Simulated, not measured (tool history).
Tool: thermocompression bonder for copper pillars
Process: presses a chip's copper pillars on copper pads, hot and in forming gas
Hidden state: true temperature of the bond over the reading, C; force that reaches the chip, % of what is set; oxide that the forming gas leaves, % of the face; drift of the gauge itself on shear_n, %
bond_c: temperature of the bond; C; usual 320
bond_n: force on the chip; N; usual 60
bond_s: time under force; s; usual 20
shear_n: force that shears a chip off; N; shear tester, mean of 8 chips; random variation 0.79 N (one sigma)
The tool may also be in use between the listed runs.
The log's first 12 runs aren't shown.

run,hour,bond_c,bond_n,bond_s,hours of work since the heater was calibrated,hours of work since the force cell was calibrated,hours of work since the gas filter was changed,shear_n
13,545.6,320,60,18,208,1132,373,55.2
14,581.9,320,60,18,230,1154,394,54.5
# hour 613.1: forming gas filter changed
15,621.4,320,60,18,253,1177,5,60.9
16,656.4,320,60,18,274,1198,26,60.3
17,695.7,320,60,18,297,1221,49,59.3
18,735.3,320,60,18,321,1245,73,59.6
19,795.1,320,60,18,356,1280,108,58.2
20,832.2,320,60,18,378,1302,130,57.9
21,882.1,320,46,20,408,1332,160,51.8
22,927.1,315,44,18,435,1359,187,46.5
23,955.8,320,38,42,452,1376,204,56.9
24,1019.7,320,45,53,490,1414,242,63.7
25,1077.8,340,60,20,525,1449,276,66.2
26,1134.3,298,60,20,558,1482,310,44.8
27,1177.2,335,48,13,584,1508,336,52
28,1232.9,314,53,20,617,1541,369,50.2
29,1279.8,314,53,20,645,1569,397,49.7
# hour 1306.5: forming gas filter changed
30,1338.4,314,53,20,679,1603,19,54.5
31,1391.5,320,59,20,711,1635,51,59.2
32,1455,320,59,20,749,1673,88,60
33,1496.3,348,65,36,773,1697,113,77.5
34,1538.8,320,88,20,799,1722,138,67.8
35,1598.1,337,60,20,834,1758,173,66.1
36,1627.6,337,74,29,851,1775,191,74.1
37,1679.5,320,60,42,882,1806,222,67.1

5 ways to go on from here, each from the tool as it stands after run 37. What would each give?
A,1715.7,304,55,59,904,1828,243,?
B,1715.7,313,60,42,904,1828,243,?
C,1715.7,320,60,10,904,1828,243,?
D,1715.7,321,64,37,904,1828,243,?
E,1715.7,346,60,23,904,1828,243,?

run,shear_n
A,60.9
B,62.6
C,47.3
D,67.4
E,70.4
Without the tool's hidden state the same runs would have given:
run,shear_n
A,65.4
B,67.2
C,51
D,72.1
E,75.1
